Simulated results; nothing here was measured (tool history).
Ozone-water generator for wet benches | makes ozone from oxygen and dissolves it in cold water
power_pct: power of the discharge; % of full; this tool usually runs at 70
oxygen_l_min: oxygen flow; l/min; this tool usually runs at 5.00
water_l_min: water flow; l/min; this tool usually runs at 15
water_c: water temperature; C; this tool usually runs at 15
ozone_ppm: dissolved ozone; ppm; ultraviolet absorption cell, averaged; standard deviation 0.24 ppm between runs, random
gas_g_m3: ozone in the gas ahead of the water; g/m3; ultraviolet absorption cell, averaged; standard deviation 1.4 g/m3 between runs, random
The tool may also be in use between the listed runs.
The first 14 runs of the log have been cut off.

| run | hour | power_pct | oxygen_l_min | water_l_min | water_c | ozone_ppm | gas_g_m3 |
|---|---|---|---|---|---|---|---|
| 15 | 501.3 | 70 | 5.00 | 15 | 15 | 34.5 | 251.1 |
| 16 | 545.9 | 70 | 5.00 | 15 | 15 | 34.9 | 252.6 |
| 17 | 571.6 | 70 | 5.00 | 15 | 15 | 34.8 | 254.2 |
| 18 | 605.5 | 70 | 5.00 | 15 | 15 | 35.1 | 252.0 |
| 19 | 645.6 | 70 | 5.00 | 15 | 15 | 34.8 | 250.8 |
| 20 | 672.3 | 73 | 5.00 | 15 | 22 | 31.9 | 258.7 |
| 21 | 706.0 | 71 | 5.00 | 15 | 15 | 35.2 | 255.8 |
| 22 | 728.8 | 71 | 5.00 | 15 | 15 | 35.4 | 252.5 |
| 23 | 747.2 | 41 | 5.00 | 14 | 15 | 26.3 | 180.2 |
| 24 | 789.2 | 41 | 5.00 | 14 | 15 | 26.7 | 178.0 |
| 25 | 824.2 | 73 | 3.50 | 9 | 14 | 53.7 | 317.0 |
| 26 | 857.2 | 73 | 3.50 | 9 | 20 | 48.9 | 315.8 |
| 27 | 881.1 | 57 | 4.35 | 17 | 20 | 25.3 | 239.2 |
| 28 | 917.3 | 57 | 4.35 | 17 | 20 | 25.3 | 239.3 |
| 29 | 940.8 | 76 | 3.64 | 17 | 20 | 30.8 | 314.0 |
| 30 | 984.3 | 76 | 3.64 | 17 | 20 | 30.4 | 314.3 |
| 31 | 1007.4 | 49 | 5.41 | 22 | 12 | 20.6 | 193.4 |
| 32 | 1028.9 | 64 | 5.41 | 22 | 12 | 24.4 | 228.9 |
| 33 | 1073.1 | 70 | 5.00 | 21 | 15 | 25.9 | 251.2 |

3 options for the next run, each taken on its own from the tool as it stands now. Forecast them:
| A | 1107.8 | 70 | 8.45 | 21 | 15 | ? | ? |
| B | 1107.8 | 53 | 3.65 | 15 | 8 | ? | ? |
| C | 1107.8 | 70 | 4.44 | 13 | 15 | ? | ? |

| run | ozone_ppm | gas_g_m3 |
|---|---|---|
| A | 25.0 | 185.7 |
| B | 32.0 | 253.0 |
| C | 38.9 | 268.7 |
Stripped of hidden state, with their random variation kept, the same runs would have yielded:
| run | ozone_ppm | gas_g_m3 |
|---|---|---|
| A | 27.2 | 193.4 |
| B | 34.2 | 261.7 |
| C | 41.8 | 279.9 |
